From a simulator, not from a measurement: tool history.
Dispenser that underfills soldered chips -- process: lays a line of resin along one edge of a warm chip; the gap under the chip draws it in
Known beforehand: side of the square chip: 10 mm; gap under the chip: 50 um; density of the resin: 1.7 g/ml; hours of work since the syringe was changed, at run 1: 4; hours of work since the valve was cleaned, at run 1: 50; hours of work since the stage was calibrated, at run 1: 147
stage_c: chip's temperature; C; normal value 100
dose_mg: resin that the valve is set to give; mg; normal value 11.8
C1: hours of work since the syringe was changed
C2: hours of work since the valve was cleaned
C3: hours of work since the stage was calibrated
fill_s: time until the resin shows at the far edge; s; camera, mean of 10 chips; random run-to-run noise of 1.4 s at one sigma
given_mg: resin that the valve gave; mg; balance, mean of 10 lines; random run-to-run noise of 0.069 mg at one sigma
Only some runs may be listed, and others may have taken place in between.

run 1 day=0.000 | stage_c=100 dose_mg=11.8 | C1=4 C2=50 C3=147 | fill_s=159.4 given_mg=11.70
-- day=0.462 new syringe of resin
run 2 day=0.567 | stage_c=100 dose_mg=11.8 | C1=2 C2=58 C3=155 | fill_s=142.2 given_mg=11.45
run 3 day=0.954 | stage_c=107 dose_mg=11.8 | C1=7 C2=64 C3=161 | fill_s=140.0 given_mg=11.40
-- day=1.196 new syringe of resin
run 4 day=1.517 | stage_c=96 dose_mg=11.8 | C1=5 C2=72 C3=169 | fill_s=185.5 given_mg=11.42
-- day=1.950 new syringe of resin
run 5 day=2.038 | stage_c=96 dose_mg=11.8 | C1=1 C2=80 C3=177 | fill_s=163.7 given_mg=11.46
run 6 day=2.383 | stage_c=87 dose_mg=11.8 | C1=7 C2=85 C3=182 | fill_s=277.3 given_mg=11.40
-- day=2.683 new syringe of resin
run 7 day=2.688 | stage_c=110 dose_mg=11.8 | C1=0 C2=90 C3=187 | fill_s=95.4 given_mg=11.38
run 8 day=3.025 | stage_c=110 dose_mg=11.8 | C1=5 C2=95 C3=192 | fill_s=115.6 given_mg=11.39
run 9 day=3.371 | stage_c=110 dose_mg=11.8 | C1=10 C2=100 C3=197 | fill_s=138.0 given_mg=11.29
-- day=3.412 new syringe of resin
run 10 day=3.850 | stage_c=110 dose_mg=11.8 | C1=7 C2=107 C3=204 | fill_s=118.6 given_mg=11.29
-- day=4.167 new syringe of resin
run 11 day=4.317 | stage_c=110 dose_mg=11.8 | C1=2 C2=114 C3=211 | fill_s=100.1 given_mg=11.35
run 12 day=4.871 | stage_c=110 dose_mg=11.8 | C1=11 C2=122 C3=219 | fill_s=134.6 given_mg=11.21
-- day=4.912 new syringe of resin
run 13 day=5.217 | stage_c=110 dose_mg=11.8 | C1=5 C2=127 C3=224 | fill_s=106.9 given_mg=11.20
-- day=5.654 new syringe of resin
run 14 day=5.879 | stage_c=100 dose_mg=11.8 | C1=3 C2=137 C3=234 | fill_s=151.3 given_mg=11.18
-- day=6.392 new syringe of resin
run 15 day=6.442 | stage_c=100 dose_mg=11.8 | C1=1 C2=145 C3=242 | fill_s=140.4 given_mg=11.13
-- day=6.762 dispensing valve cleaned and set on the balance
run 16 day=6.900 | stage_c=100 dose_mg=11.8 | C1=7 C2=2 C3=248 | fill_s=169.0 given_mg=11.74
-- day=7.192 new syringe of resin
run 17 day=7.250 | stage_c=100 dose_mg=12.0 | C1=1 C2=7 C3=254 | fill_s=134.1 given_mg=11.97
run 18 day=7.654 | stage_c=100 dose_mg=12.0 | C1=7 C2=13 C3=260 | fill_s=164.9 given_mg=11.86
-- day=7.938 new syringe of resin
run 19 day=8.038 | stage_c=109 dose_mg=10.8 | C1=2 C2=19 C3=265 | fill_s=102.9 given_mg=10.76
run 20 day=8.475 | stage_c=102 dose_mg=11.3 | C1=8 C2=25 C3=272 | fill_s=163.9 given_mg=11.19
-- day=8.692 new syringe of resin
run 21 day=9.008 | stage_c=112 dose_mg=12.4 | C1=5 C2=33 C3=280 | fill_s=104.2 given_mg=12.21
-- day=9.425 new syringe of resin
run 22 day=9.475 | stage_c=112 dose_mg=12.4 | C1=1 C2=40 C3=287 | fill_s=87.9 given_mg=12.13
run 23 day=9.833 | stage_c=112 dose_mg=12.4 | C1=6 C2=46 C3=292 | fill_s=108.3 given_mg=12.25
-- day=10.175 new syringe of resin
run 24 day=10.288 | stage_c=114 dose_mg=12.4 | C1=2 C2=52 C3=299 | fill_s=85.2 given_mg=12.17
run 25 day=10.883 | stage_c=114 dose_mg=12.4 | C1=11 C2=61 C3=308 | fill_s=118.7 given_mg=12.14
-- day=10.942 new syringe of resin
run 26 day=11.308 | stage_c=93 dose_mg=12.4 | C1=6 C2=67 C3=314 | fill_s=208.7 given_mg=12.14
-- day=11.679 new syringe of resin
run 27 day=11.750 | stage_c=89 dose_mg=12.6 | C1=1 C2=74 C3=320 | fill_s=198.5 given_mg=12.16
run 28 day=12.029 | stage_c=101 dose_mg=11.8 | C1=5 C2=78 C3=325 | fill_s=151.2 given_mg=11.29
run 29 day=12.292 | stage_c=101 dose_mg=11.8 | C1=9 C2=82 C3=328 | fill_s=176.6 given_mg=11.45
-- day=12.421 new syringe of resin
run 30 day=12.892 | stage_c=108 dose_mg=11.8 | C1=7 C2=91 C3=337 | fill_s=125.8 given_mg=11.44
-- day=13.158 new syringe of resin
run 31 day=13.271 | stage_c=102 dose_mg=13.6 | C1=2 C2=96 C3=343 | fill_s=124.5 given_mg=13.05
run 32 day=13.842 | stage_c=112 dose_mg=11.8 | C1=10 C2=105 C3=351 | fill_s=123.5 given_mg=11.23
-- day=13.892 new syringe of resin
run 33 day=14.283 | stage_c=112 dose_mg=11.8 | C1=6 C2=112 C3=358 | fill_s=109.6 given_mg=11.24
-- day=14.629 new syringe of resin
run 34 day=14.696 | stage_c=114 dose_mg=11.5 | C1=1 C2=118 C3=364 | fill_s=85.2 given_mg=10.97

Alternative continuations, all from the tool just after run 34; predict every row:
run A day=15.088 | stage_c=93 dose_mg=11.8 | C1=7 C2=123 C3=370 | fill_s=? given_mg=?
run B day=15.088 | stage_c=89 dose_mg=11.5 | C1=7 C2=123 C3=370 | fill_s=? given_mg=?
run C day=15.088 | stage_c=92 dose_mg=14.3 | C1=7 C2=123 C3=370 | fill_s=? given_mg=?
run D day=15.088 | stage_c=102 dose_mg=11.8 | C1=7 C2=123 C3=370 | fill_s=? given_mg=?
run E day=15.088 | stage_c=110 dose_mg=14.9 | C1=7 C2=123 C3=370 | fill_s=? given_mg=?

run=A fill_s=221.2 given_mg=11.15
run=B fill_s=252.2 given_mg=10.97
run=C fill_s=217.0 given_mg=13.61
run=D fill_s=156.2 given_mg=11.20
run=E fill_s=114.1 given_mg=14.20
Take away the tool's hidden state, keep each run's random variation, and the runs would have read:
run=A fill_s=182.5 given_mg=11.75
run=B fill_s=208.0 given_mg=11.56
run=C fill_s=180.4 given_mg=14.34
run=D fill_s=128.4 given_mg=11.81
run=E fill_s=94.5 given_mg=14.96
